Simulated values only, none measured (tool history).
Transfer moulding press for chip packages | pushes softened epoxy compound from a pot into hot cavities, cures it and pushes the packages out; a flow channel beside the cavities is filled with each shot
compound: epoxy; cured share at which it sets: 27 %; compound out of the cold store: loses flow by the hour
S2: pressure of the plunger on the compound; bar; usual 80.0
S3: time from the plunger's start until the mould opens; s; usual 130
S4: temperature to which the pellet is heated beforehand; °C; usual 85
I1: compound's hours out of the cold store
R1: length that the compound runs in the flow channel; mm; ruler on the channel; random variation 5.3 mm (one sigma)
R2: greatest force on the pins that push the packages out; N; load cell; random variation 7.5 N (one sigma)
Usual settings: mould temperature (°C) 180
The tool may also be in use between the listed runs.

{"run": 1, "day": 0.0, "mould temperature (°C)": 180, "S2": 80.0, "S3": 130, "S4": 85, "I1": 39.6, "R1": 551, "R2": 302}
{"run": 2, "day": 0.971, "mould temperature (°C)": 180, "S2": 80.0, "S3": 130, "S4": 85, "I1": 22.5, "R1": 588, "R2": 300}
{"day": 1.767, "done": "cavities cleaned with cleaning compound and waxed"}
{"run": 3, "day": 2.092, "mould temperature (°C)": 183, "S2": 80.0, "S3": 130, "S4": 85, "I1": 32.9, "R1": 554, "R2": 260}
{"run": 4, "day": 2.533, "mould temperature (°C)": 183, "S2": 80.0, "S3": 130, "S4": 85, "I1": 12.8, "R1": 621, "R2": 283}
{"run": 5, "day": 3.558, "mould temperature (°C)": 183, "S2": 80.0, "S3": 116, "S4": 85, "I1": 15.1, "R1": 604, "R2": 339}
{"day": 4.15, "done": "cavities cleaned with cleaning compound and waxed"}
{"run": 6, "day": 4.417, "mould temperature (°C)": 183, "S2": 80.0, "S3": 116, "S4": 82, "I1": 32.8, "R1": 555, "R2": 309}
{"run": 7, "day": 5.25, "mould temperature (°C)": 183, "S2": 80.0, "S3": 116, "S4": 82, "I1": 20.0, "R1": 594, "R2": 319}
{"run": 8, "day": 5.879, "mould temperature (°C)": 180, "S2": 80.0, "S3": 130, "S4": 85, "I1": 19.4, "R1": 605, "R2": 314}
{"day": 6.538, "done": "cavities cleaned with cleaning compound and waxed"}
{"run": 9, "day": 6.946, "mould temperature (°C)": 180, "S2": 80.0, "S3": 130, "S4": 85, "I1": 46.5, "R1": 525, "R2": 300}
{"run": 10, "day": 7.712, "mould temperature (°C)": 180, "S2": 80.0, "S3": 130, "S4": 85, "I1": 20.0, "R1": 597, "R2": 316}
{"run": 11, "day": 8.154, "mould temperature (°C)": 180, "S2": 80.0, "S3": 130, "S4": 85, "I1": 18.9, "R1": 601, "R2": 317}
{"day": 8.771, "done": "plunger's sealing rings changed"}
{"day": 9.033, "done": "cavities cleaned with cleaning compound and waxed"}
{"run": 12, "day": 9.108, "mould temperature (°C)": 180, "S2": 80.0, "S3": 130, "S4": 85, "I1": 13.9, "R1": 620, "R2": 330}
{"run": 13, "day": 10.121, "mould temperature (°C)": 180, "S2": 80.0, "S3": 130, "S4": 85, "I1": 14.7, "R1": 626, "R2": 324}
{"run": 14, "day": 10.796, "mould temperature (°C)": 180, "S2": 80.0, "S3": 130, "S4": 85, "I1": 37.4, "R1": 551, "R2": 307}
{"day": 11.45, "done": "cavities cleaned with cleaning compound and waxed"}
{"run": 15, "day": 11.625, "mould temperature (°C)": 180, "S2": 80.0, "S3": 130, "S4": 85, "I1": 16.3, "R1": 614, "R2": 302}
{"run": 16, "day": 12.312, "mould temperature (°C)": 180, "S2": 80.0, "S3": 130, "S4": 85, "I1": 23.6, "R1": 593, "R2": 304}
{"run": 17, "day": 13.138, "mould temperature (°C)": 180, "S2": 80.0, "S3": 130, "S4": 85, "I1": 41.4, "R1": 535, "R2": 306}
{"day": 13.812, "done": "cavities cleaned with cleaning compound and waxed"}
{"day": 14.025, "done": "mould's thermocouples calibrated"}
{"run": 18, "day": 14.275, "mould temperature (°C)": 180, "S2": 80.0, "S3": 130, "S4": 87, "I1": 29.5, "R1": 571, "R2": 316}
{"run": 19, "day": 15.192, "mould temperature (°C)": 186, "S2": 86.3, "S3": 130, "S4": 84, "I1": 46.5, "R1": 528, "R2": 256}
{"run": 20, "day": 15.754, "mould temperature (°C)": 186, "S2": 86.3, "S3": 130, "S4": 84, "I1": 20.0, "R1": 615, "R2": 258}
{"day": 16.254, "done": "cavities cleaned with cleaning compound and waxed"}
{"run": 21, "day": 16.338, "mould temperature (°C)": 186, "S2": 86.3, "S3": 140, "S4": 84, "I1": 23.2, "R1": 608, "R2": 250}
{"run": 22, "day": 16.938, "mould temperature (°C)": 187, "S2": 86.3, "S3": 140, "S4": 93, "I1": 44.8, "R1": 533, "R2": 248}
{"run": 23, "day": 17.654, "mould temperature (°C)": 174, "S2": 89.3, "S3": 161, "S4": 76, "I1": 42.9, "R1": 581, "R2": 302}
{"run": 24, "day": 18.112, "mould temperature (°C)": 174, "S2": 89.3, "S3": 161, "S4": 76, "I1": 21.7, "R1": 645, "R2": 315}
{"day": 18.625, "done": "cavities cleaned with cleaning compound and waxed"}
{"run": 25, "day": 18.704, "mould temperature (°C)": 174, "S2": 89.3, "S3": 161, "S4": 76, "I1": 8.0, "R1": 699, "R2": 328}
{"run": 26, "day": 19.721, "mould temperature (°C)": 174, "S2": 89.3, "S3": 161, "S4": 76, "I1": 29.5, "R1": 617, "R2": 309}
{"run": 27, "day": 20.538, "mould temperature (°C)": 176, "S2": 64.0, "S3": 149, "S4": 85, "I1": 30.7, "R1": 519, "R2": 324}
{"day": 21.008, "done": "cavities cleaned with cleaning compound and waxed"}
{"run": 28, "day": 21.117, "mould temperature (°C)": 174, "S2": 74.7, "S3": 139, "S4": 85, "I1": 22.1, "R1": 587, "R2": 389}
{"run": 29, "day": 21.592, "mould temperature (°C)": 174, "S2": 74.7, "S3": 139, "S4": 85, "I1": 40.2, "R1": 543, "R2": 380}

Forecast each of these 3 alternatives for the next run:
{"run": "A", "day": 22.321, "mould temperature (°C)": 174, "S2": 74.7, "S3": 139, "S4": 91, "I1": 37.2, "R1": "?", "R2": "?"}
{"run": "B", "day": 22.321, "mould temperature (°C)": 180, "S2": 67.7, "S3": 130, "S4": 85, "I1": 17.0, "R1": "?", "R2": "?"}
{"run": "C", "day": 22.321, "mould temperature (°C)": 180, "S2": 80.0, "S3": 160, "S4": 85, "I1": 19.2, "R1": "?", "R2": "?"}

run=A R1=550 R2=388
run=B R1=560 R2=313
run=C R1=600 R2=263
Without the tool's hidden state the same runs would have given:
run=A R1=551 R2=385
run=B R1=561 R2=311
run=C R1=600 R2=261
